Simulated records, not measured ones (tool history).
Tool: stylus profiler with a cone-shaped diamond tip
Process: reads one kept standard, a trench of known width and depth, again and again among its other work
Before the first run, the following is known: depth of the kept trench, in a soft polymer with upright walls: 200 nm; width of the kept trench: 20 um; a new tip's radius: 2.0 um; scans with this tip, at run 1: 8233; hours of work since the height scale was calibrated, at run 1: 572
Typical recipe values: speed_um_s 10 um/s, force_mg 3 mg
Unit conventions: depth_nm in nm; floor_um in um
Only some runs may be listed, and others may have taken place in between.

| run | day | speed_um_s | force_mg | scans with this tip | hours of work since the height scale was calibrated | depth_nm | floor_um |
|---|---|---|---|---|---|---|---|
| 1 | 0 | 10 | 3 | 8233 | 572 | 203.48 | 17.56 |
| 2 | 3.146 | 10 | 3 | 8876 | 616 | 203.04 | 17.58 |
| 3 | 8.933 | 10 | 3 | 10059 | 698 | 203.21 | 17.52 |
| 4 | 12.908 | 10 | 3 | 10872 | 755 | 203.26 | 17.47 |
| 5 | 17.867 | 10 | 3 | 11885 | 825 | 203.15 | 17.45 |
| 6 | 22.571 | 5 | 3 | 12847 | 892 | 203.08 | 17.37 |
| 7 | 25.388 | 5 | 3 | 13423 | 932 | 202.89 | 17.34 |
| 8 | 28.612 | 5 | 3 | 14082 | 978 | 203.12 | 17.4 |
| 9 | 31.225 | 5 | 3 | 14616 | 1015 | 202.97 | 17.29 |
| 10 | 35.004 | 5 | 3 | 15389 | 1069 | 202.77 | 17.23 |
| 11 | 39.408 | 10 | 3 | 16289 | 1131 | 202.77 | 17.15 |
| 12 | 44.771 | 3 | 3 | 17386 | 1207 | 202.96 | 17.14 |
| 13 | 47.808 | 3 | 3 | 18007 | 1250 | 202.74 | 17.07 |
|  | 48.95 | new tip fitted, height scale calibrated |
| 14 | 52.471 | 3 | 3 | 719 | 50 | 203.37 | 18.13 |
| 15 | 56.671 | 3 | 3 | 1578 | 110 | 203.54 | 18.17 |
|  | 57.229 | height scale calibrated on a step standard |
| 16 | 60.896 | 10 | 3 | 2438 | 52 | 203.41 | 17.95 |
| 17 | 66.388 | 10 | 3 | 3561 | 130 | 203.18 | 17.83 |
| 18 | 69.958 | 12 | 2.31 | 4290 | 181 | 202.67 | 17.81 |
| 19 | 74.475 | 5 | 2.31 | 5214 | 245 | 202.81 | 17.83 |
| 20 | 79.588 | 40 | 4.32 | 6259 | 317 | 204.36 | 17.56 |
|  | 83.908 | height scale calibrated on a step standard, once more |
| 21 | 84.029 | 3 | 1.18 | 7163 | 2 | 201.99 | 17.66 |
| 22 | 88.812 | 2 | 5.51 | 8141 | 70 | 205.3 | 17.61 |
| 23 | 93.504 | 3 | 1.82 | 9100 | 136 | 202.46 | 17.57 |
| 24 | 97.138 | 3 | 1.82 | 9843 | 188 | 202.34 | 17.52 |
| 25 | 100.083 | 4 | 1.49 | 10445 | 230 | 202.01 | 17.44 |
| 26 | 105.017 | 4 | 1.49 | 11454 | 300 | 202.01 | 17.31 |
| 27 | 108.167 | 10 | 1.69 | 12098 | 344 | 202.18 | 17.32 |
| 28 | 112.521 | 3 | 5.26 | 12988 | 406 | 205.09 | 17.32 |
| 29 | 117.762 | 10 | 7.51 | 14060 | 481 | 206.21 | 17.25 |
| 30 | 120.746 | 10 | 2.05 | 14670 | 523 | 202.34 | 17.18 |
| 31 | 126.15 | 24 | 2.71 | 15775 | 600 | 203.01 | 17.05 |
| 32 | 131.008 | 2 | 2.55 | 16768 | 669 | 202.89 | 17.1 |

Entry by entry between the runs, the difference in hidden state between the last listed run before and the first listed run after:
Logged between run 13 and run 14: new tip fitted, height scale calibrated (day 48.95)
  radius of the tip, um: 5.25 -> 2.22; height scale over the true one, %: -0.435 -> -0.052
  measured minus no-state result, depth_nm: -0.89 -> -0.11 nm; floor_um: -1.13 -> -0.09 um
Logged between run 15 and run 16: height scale calibrated on a step standard (day 57.229)
  radius of the tip, um: 2.38 -> 2.55; height scale over the true one, %: -0.073 -> -0.137
  measured minus no-state result, depth_nm: -0.15 -> -0.28 nm; floor_um: -0.16 -> -0.24 um
Logged between run 20 and run 21: height scale calibrated on a step standard, once more (day 83.908)
  radius of the tip, um: 3.29 -> 3.47; height scale over the true one, %: -0.236 -> -0.023
  measured minus no-state result, depth_nm: -0.48 -> -0.05 nm; floor_um: -0.51 -> -0.58 um
